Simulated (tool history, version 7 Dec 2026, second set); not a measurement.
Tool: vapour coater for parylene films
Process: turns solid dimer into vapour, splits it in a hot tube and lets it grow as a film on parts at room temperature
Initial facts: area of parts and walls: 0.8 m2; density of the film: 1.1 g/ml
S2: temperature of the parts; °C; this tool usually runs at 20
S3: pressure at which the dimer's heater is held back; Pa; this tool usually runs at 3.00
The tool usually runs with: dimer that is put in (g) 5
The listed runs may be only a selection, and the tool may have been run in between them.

{"run": 1, "hour": 0.0, "dimer that is put in (g)": 5, "S2": 20, "S3": 3.0, "thickness of the film (µm)": 2.47}
{"run": 2, "hour": 34.3, "dimer that is put in (g)": 5, "S2": 20, "S3": 3.0, "thickness of the film (µm)": 2.36}
{"run": 3, "hour": 50.5, "dimer that is put in (g)": 5, "S2": 20, "S3": 3.0, "thickness of the film (µm)": 2.39}
{"hour": 64.7, "done": "trap's valve overhauled"}
{"run": 4, "hour": 77.3, "dimer that is put in (g)": 5, "S2": 20, "S3": 3.0, "thickness of the film (µm)": 2.75}
{"run": 5, "hour": 104.2, "dimer that is put in (g)": 5, "S2": 20, "S3": 3.0, "thickness of the film (µm)": 2.78}
{"run": 6, "hour": 123.0, "dimer that is put in (g)": 5, "S2": 20, "S3": 3.0, "thickness of the film (µm)": 2.74}
{"run": 7, "hour": 158.8, "dimer that is put in (g)": 5, "S2": 20, "S3": 3.0, "thickness of the film (µm)": 2.69}
{"run": 8, "hour": 192.0, "dimer that is put in (g)": 5, "S2": 20, "S3": 3.0, "thickness of the film (µm)": 2.65}
{"run": 9, "hour": 220.1, "dimer that is put in (g)": 5, "S2": 20, "S3": 3.21, "thickness of the film (µm)": 2.63}
{"run": 10, "hour": 251.4, "dimer that is put in (g)": 5, "S2": 24, "S3": 3.0, "thickness of the film (µm)": 2.17}
{"run": 11, "hour": 275.3, "dimer that is put in (g)": 5, "S2": 24, "S3": 3.0, "thickness of the film (µm)": 2.1}
{"run": 12, "hour": 306.3, "dimer that is put in (g)": 5, "S2": 24, "S3": 3.0, "thickness of the film (µm)": 2.13}
{"run": 13, "hour": 324.1, "dimer that is put in (g)": 5, "S2": 21, "S3": 3.0, "thickness of the film (µm)": 2.41}
{"run": 14, "hour": 350.4, "dimer that is put in (g)": 5, "S2": 21, "S3": 3.0, "thickness of the film (µm)": 2.36}
{"run": 15, "hour": 378.4, "dimer that is put in (g)": 5, "S2": 21, "S3": 3.0, "thickness of the film (µm)": 2.37}
{"hour": 382.4, "done": "table's thermometer calibrated"}
{"run": 16, "hour": 399.4, "dimer that is put in (g)": 5, "S2": 20, "S3": 9.46, "thickness of the film (µm)": 2.2}
{"run": 17, "hour": 434.2, "dimer that is put in (g)": 9, "S2": 20, "S3": 9.46, "thickness of the film (µm)": 3.89}
{"hour": 459.7, "done": "trap's valve overhauled"}
{"run": 18, "hour": 464.7, "dimer that is put in (g)": 5, "S2": 20, "S3": 5.93, "thickness of the film (µm)": 2.61}
{"run": 19, "hour": 484.8, "dimer that is put in (g)": 5, "S2": 20, "S3": 5.93, "thickness of the film (µm)": 2.6}
{"run": 20, "hour": 520.4, "dimer that is put in (g)": 5, "S2": 20, "S3": 5.93, "thickness of the film (µm)": 2.55}
{"run": 21, "hour": 537.1, "dimer that is put in (g)": 5, "S2": 20, "S3": 5.93, "thickness of the film (µm)": 2.55}
{"run": 22, "hour": 559.5, "dimer that is put in (g)": 5, "S2": 20, "S3": 5.93, "thickness of the film (µm)": 2.54}
{"hour": 570.5, "done": "table's thermometer calibrated, once more"}
{"run": 23, "hour": 575.9, "dimer that is put in (g)": 5, "S2": 20, "S3": 5.93, "thickness of the film (µm)": 2.44}
{"run": 24, "hour": 609.1, "dimer that is put in (g)": 5, "S2": 20, "S3": 8.06, "thickness of the film (µm)": 2.34}
{"run": 25, "hour": 636.9, "dimer that is put in (g)": 2, "S2": 13, "S3": 5.27, "thickness of the film (µm)": 1.37}
{"run": 26, "hour": 665.9, "dimer that is put in (g)": 2, "S2": 13, "S3": 5.27, "thickness of the film (µm)": 1.33}
{"run": 27, "hour": 694.6, "dimer that is put in (g)": 6, "S2": 22, "S3": 3.0, "thickness of the film (µm)": 2.73}
{"run": 28, "hour": 727.5, "dimer that is put in (g)": 5, "S2": 20, "S3": 3.99, "thickness of the film (µm)": 2.43}
{"run": 29, "hour": 751.3, "dimer that is put in (g)": 3, "S2": 20, "S3": 3.0, "thickness of the film (µm)": 1.46}
{"run": 30, "hour": 776.5, "dimer that is put in (g)": 2, "S2": 20, "S3": 3.44, "thickness of the film (µm)": 0.96}
{"run": 31, "hour": 806.6, "dimer that is put in (g)": 2, "S2": 20, "S3": 3.44, "thickness of the film (µm)": 0.97}
{"run": 32, "hour": 837.8, "dimer that is put in (g)": 2, "S2": 18, "S3": 3.44, "thickness of the film (µm)": 1.0}
{"hour": 856.1, "done": "trap's valve overhauled"}
{"run": 33, "hour": 874.6, "dimer that is put in (g)": 2, "S2": 12, "S3": 4.46, "thickness of the film (µm)": 1.56}
{"run": 34, "hour": 893.6, "dimer that is put in (g)": 2, "S2": 12, "S3": 7.46, "thickness of the film (µm)": 1.47}
{"run": 35, "hour": 928.2, "dimer that is put in (g)": 5, "S2": 14, "S3": 3.0, "thickness of the film (µm)": 3.66}
{"run": 36, "hour": 961.0, "dimer that is put in (g)": 5, "S2": 14, "S3": 3.0, "thickness of the film (µm)": 3.64}
{"run": 37, "hour": 983.7, "dimer that is put in (g)": 2, "S2": 20, "S3": 3.0, "thickness of the film (µm)": 1.03}
{"run": 38, "hour": 1015.0, "dimer that is put in (g)": 2, "S2": 20, "S3": 3.0, "thickness of the film (µm)": 1.01}
{"run": 39, "hour": 1044.6, "dimer that is put in (g)": 2, "S2": 20, "S3": 3.0, "thickness of the film (µm)": 1.0}
{"run": 40, "hour": 1068.5, "dimer that is put in (g)": 2, "S2": 20, "S3": 3.0, "thickness of the film (µm)": 0.99}
{"run": 41, "hour": 1101.0, "dimer that is put in (g)": 2, "S2": 20, "S3": 3.0, "thickness of the film (µm)": 0.99}
{"run": 42, "hour": 1116.6, "dimer that is put in (g)": 8, "S2": 29, "S3": 8.97, "thickness of the film (µm)": 2.28}
{"run": 43, "hour": 1150.1, "dimer that is put in (g)": 8, "S2": 29, "S3": 8.97, "thickness of the film (µm)": 2.24}
{"run": 44, "hour": 1174.4, "dimer that is put in (g)": 8, "S2": 29, "S3": 8.97, "thickness of the film (µm)": 2.23}
{"run": 45, "hour": 1209.1, "dimer that is put in (g)": 4, "S2": 22, "S3": 8.9, "thickness of the film (µm)": 1.54}
{"run": 46, "hour": 1225.9, "dimer that is put in (g)": 7, "S2": 22, "S3": 6.76, "thickness of the film (µm)": 2.8}
{"hour": 1249.9, "done": "trap's valve overhauled"}
{"run": 47, "hour": 1261.0, "dimer that is put in (g)": 7, "S2": 22, "S3": 6.76, "thickness of the film (µm)": 3.22}
{"run": 48, "hour": 1285.3, "dimer that is put in (g)": 7, "S2": 25, "S3": 7.87, "thickness of the film (µm)": 2.74}

Measured less the same run without the tool's hidden state. The same run-to-run variation is in both; the gauge's scatter may not be:
Hidden state present: vapour lost through the trap's worn valve, %; true temperature of the parts over the reading, C; drift of the gauge itself on film_um, %.
run=1 thickness_of_the_film_(µm)=-0.36
run=2 thickness_of_the_film_(µm)=-0.40
run=3 thickness_of_the_film_(µm)=-0.41
run=4 thickness_of_the_film_(µm)=+0.00
run=5 thickness_of_the_film_(µm)=-0.04
run=6 thickness_of_the_film_(µm)=-0.05
run=7 thickness_of_the_film_(µm)=-0.08
run=8 thickness_of_the_film_(µm)=-0.12
run=9 thickness_of_the_film_(µm)=-0.14
run=10 thickness_of_the_film_(µm)=-0.14
run=11 thickness_of_the_film_(µm)=-0.17
run=12 thickness_of_the_film_(µm)=-0.19
run=13 thickness_of_the_film_(µm)=-0.24
run=14 thickness_of_the_film_(µm)=-0.27
run=15 thickness_of_the_film_(µm)=-0.30
run=16 thickness_of_the_film_(µm)=-0.29
run=17 thickness_of_the_film_(µm)=-0.58
run=18 thickness_of_the_film_(µm)=+0.01
run=19 thickness_of_the_film_(µm)=-0.01
run=20 thickness_of_the_film_(µm)=-0.04
run=21 thickness_of_the_film_(µm)=-0.06
run=22 thickness_of_the_film_(µm)=-0.07
run=23 thickness_of_the_film_(µm)=-0.14
run=24 thickness_of_the_film_(µm)=-0.17
run=25 thickness_of_the_film_(µm)=-0.12
run=26 thickness_of_the_film_(µm)=-0.14
run=27 thickness_of_the_film_(µm)=-0.31
run=28 thickness_of_the_film_(µm)=-0.31
run=29 thickness_of_the_film_(µm)=-0.20
run=30 thickness_of_the_film_(µm)=-0.15
run=31 thickness_of_the_film_(µm)=-0.15
run=32 thickness_of_the_film_(µm)=-0.19
run=33 thickness_of_the_film_(µm)=-0.03
run=34 thickness_of_the_film_(µm)=-0.04
run=35 thickness_of_the_film_(µm)=-0.15
run=36 thickness_of_the_film_(µm)=-0.19
run=37 thickness_of_the_film_(µm)=-0.07
run=38 thickness_of_the_film_(µm)=-0.08
run=39 thickness_of_the_film_(µm)=-0.09
run=40 thickness_of_the_film_(µm)=-0.10
run=41 thickness_of_the_film_(µm)=-0.11
run=42 thickness_of_the_film_(µm)=-0.28
run=43 thickness_of_the_film_(µm)=-0.31
run=44 thickness_of_the_film_(µm)=-0.34
run=45 thickness_of_the_film_(µm)=-0.26
run=46 thickness_of_the_film_(µm)=-0.49
run=47 thickness_of_the_film_(µm)=-0.03
run=48 thickness_of_the_film_(µm)=-0.04
